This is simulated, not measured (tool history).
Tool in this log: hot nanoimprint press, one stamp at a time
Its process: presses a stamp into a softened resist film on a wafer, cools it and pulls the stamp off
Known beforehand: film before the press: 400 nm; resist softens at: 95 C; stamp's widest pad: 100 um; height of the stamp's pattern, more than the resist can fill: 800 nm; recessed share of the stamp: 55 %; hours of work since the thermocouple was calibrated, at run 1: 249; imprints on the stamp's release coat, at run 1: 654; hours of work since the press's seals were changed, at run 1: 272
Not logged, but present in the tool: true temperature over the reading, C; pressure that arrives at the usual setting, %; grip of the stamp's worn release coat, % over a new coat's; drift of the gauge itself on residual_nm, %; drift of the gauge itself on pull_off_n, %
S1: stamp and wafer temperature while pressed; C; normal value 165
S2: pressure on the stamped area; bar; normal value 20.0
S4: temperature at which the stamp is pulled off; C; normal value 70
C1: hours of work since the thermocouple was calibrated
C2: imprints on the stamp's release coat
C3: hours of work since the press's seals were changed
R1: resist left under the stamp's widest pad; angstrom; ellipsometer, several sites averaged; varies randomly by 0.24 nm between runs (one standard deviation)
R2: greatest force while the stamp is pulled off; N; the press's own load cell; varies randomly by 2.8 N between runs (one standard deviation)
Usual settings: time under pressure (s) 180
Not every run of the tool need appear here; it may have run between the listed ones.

Run 1, day 0.000: usual settings; C1 249; C2 654; C3 272. Result: R1 1944 angstrom, R2 142 N.
Run 2, day 0.712: usual settings; C1 260; C2 709; C3 283. Result: R1 1936 angstrom, R2 142 N.
Run 3, day 1.442: usual settings; C1 271; C2 765; C3 295. Result: R1 1938 angstrom, R2 143 N.
Run 4, day 2.267: usual settings; C1 284; C2 828; C3 307. Result: R1 1935 angstrom, R2 139 N.
Run 5, day 3.217: usual settings; C1 299; C2 900; C3 322. Result: R1 1941 angstrom, R2 140 N.
Run 6, day 4.150: usual settings but S4 59 C; C1 313; C2 971; C3 337. Result: R1 1936 angstrom, R2 187 N.
Run 7, day 4.862: usual settings; C1 324; C2 1026; C3 348. Result: R1 1935 angstrom, R2 149 N.
At day 5.058: plate thermocouple calibrated.
Run 8, day 5.508: usual settings; C1 7; C2 1066; C3 356. Result: R1 1915 angstrom, R2 145 N.
Run 9, day 6.275: usual settings; C1 19; C2 1124; C3 368. Result: R1 1917 angstrom, R2 151 N.
Run 10, day 7.104: usual settings but S2 26.1 bar; C1 32; C2 1188; C3 381. Result: R1 1646 angstrom, R2 148 N.
Run 11, day 8.096: usual settings but S2 26.1 bar; C1 47; C2 1263; C3 396. Result: R1 1644 angstrom, R2 153 N.
Run 12, day 8.717: usual settings but S2 26.1 bar; C1 57; C2 1311; C3 406. Result: R1 1645 angstrom, R2 156 N.
At day 9.579: plate thermocouple calibrated, once more.
Run 13, day 9.617: usual settings but S2 15.0 bar; C1 1; C2 1370; C3 418. Result: R1 2306 angstrom, R2 163 N.
Run 14, day 10.562: usual settings but S2 15.0 bar; C1 15; C2 1443; C3 432. Result: R1 2303 angstrom, R2 159 N.
Run 15, day 11.338: usual settings; C1 27; C2 1502; C3 444. Result: R1 1980 angstrom, R2 161 N.
Run 16, day 11.833: usual settings; C1 35; C2 1539; C3 452. Result: R1 1980 angstrom, R2 162 N.
Run 17, day 12.483: usual settings; C1 45; C2 1589; C3 462. Result: R1 1977 angstrom, R2 163 N.
Run 18, day 13.238: usual settings; C1 57; C2 1647; C3 474. Result: R1 1976 angstrom, R2 159 N.
Run 19, day 14.075: usual settings; C1 70; C2 1711; C3 487. Result: R1 1978 angstrom, R2 160 N.
Run 20, day 15.050: usual settings; C1 85; C2 1785; C3 502. Result: R1 1972 angstrom, R2 165 N.
Run 21, day 16.000: usual settings but S1 167 C, time under pressure (s) 350, S4 74 C; C1 100; C2 1858; C3 517. Result: R1 1513 angstrom, R2 151 N.
Run 22, day 16.796: usual settings but S1 167 C, time under pressure (s) 102, S4 74 C; C1 112; C2 1919; C3 529. Result: R1 2234 angstrom, R2 151 N.
Run 23, day 17.800: usual settings but S1 174 C, S2 25.6 bar, time under pressure (s) 304; C1 128; C2 1996; C3 545. Result: R1 1147 angstrom, R2 169 N.
Run 24, day 18.292: usual settings but S1 158 C, S2 25.6 bar, time under pressure (s) 248; C1 135; C2 2033; C3 552. Result: R1 1869 angstrom, R2 172 N.
Run 25, day 19.208: usual settings but S1 158 C, S2 25.6 bar, time under pressure (s) 248; C1 149; C2 2103; C3 567. Result: R1 1868 angstrom, R2 177 N.
Run 26, day 19.633: usual settings but S1 164 C, S2 14.3 bar, time under pressure (s) 118, S4 56 C; C1 156; C2 2136; C3 573. Result: R1 2671 angstrom, R2 238 N.
Run 27, day 20.633: usual settings but S2 16.5 bar, S4 75 C; C1 172; C2 2212; C3 589. Result: R1 2176 angstrom, R2 154 N.
Run 28, day 21.246: usual settings but S2 24.7 bar, S4 74 C; C1 181; C2 2259; C3 598. Result: R1 1746 angstrom, R2 159 N.
Run 29, day 21.658: usual settings but time under pressure (s) 95, S4 66 C; C1 188; C2 2290; C3 605. Result: R1 2373 angstrom, R2 199 N.
Run 30, day 22.371: usual settings but time under pressure (s) 95, S4 66 C; C1 199; C2 2345; C3 616. Result: R1 2367 angstrom, R2 195 N.

Hidden state or all else? Some run-to-run changes of R1, split into what the settings, what came in and random variation would give without the hidden state, and what is left for the hidden state (with any gauge scatter that isn't in both results):
Run 7 -> 8: plate thermocouple calibrated. R1 -20 angstrom: hidden state -20, all else +0.
Run 12 -> 13: S2 26.1 -> 15.0, plate thermocouple calibrated, once more. R1 +661 angstrom: hidden state +57, all else +604.
Run 22 -> 23: S1 167 -> 174, S2 20.0 -> 25.6, time under pressure (s) 102 -> 304, S4 74 -> 70. R1 -1087 angstrom: hidden state +3, all else -1090.
Run 23 -> 24: S1 174 -> 158, time under pressure (s) 304 -> 248. R1 +722 angstrom: hidden state -2, all else +724.
Run 25 -> 26: S1 158 -> 164, S2 25.6 -> 14.3, time under pressure (s) 248 -> 118, S4 70 -> 56. R1 +803 angstrom: hidden state -10, all else +813.
